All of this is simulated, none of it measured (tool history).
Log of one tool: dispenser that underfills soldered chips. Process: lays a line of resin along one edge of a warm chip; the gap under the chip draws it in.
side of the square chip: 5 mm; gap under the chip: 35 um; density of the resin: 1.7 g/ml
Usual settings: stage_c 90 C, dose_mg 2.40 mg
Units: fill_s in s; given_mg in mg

run	day	stage_c	dose_mg	fill_s	given_mg
1	0.000	90	2.40	31.0	2.20
# day 0.196: new syringe of resin
2	0.196	90	2.40	26.5	2.18
3	0.421	90	2.40	31.8	2.14
# day 0.567: new syringe of resin
4	0.612	90	2.40	27.8	2.15
5	0.821	90	2.40	32.7	2.12
# day 0.942: new syringe of resin
6	1.046	90	2.40	29.0	2.14
7	1.154	90	2.40	31.4	2.10
# day 1.258: dispensing valve cleaned and set on the balance
# day 1.350: new syringe of resin
8	1.454	90	2.40	28.6	2.41
9	1.679	90	2.40	33.6	2.37
# day 1.721: new syringe of resin
10	1.796	90	2.28	28.5	2.26
11	1.933	90	2.28	31.1	2.26
# day 2.088: new syringe of resin
12	2.088	90	2.28	26.5	2.25
13	2.217	90	2.69	29.0	2.63
14	2.388	90	2.69	32.9	2.63

The next listed run, before its measurement:
# day 2.458: new syringe of resin
15	2.546	99	2.92	?	?

{"run 15": {"fill_s": 20.8, "given_mg": 2.89}}
Without the tool's hidden state the same run would have given fill_s 19.6 s, given_mg 2.96 mg.
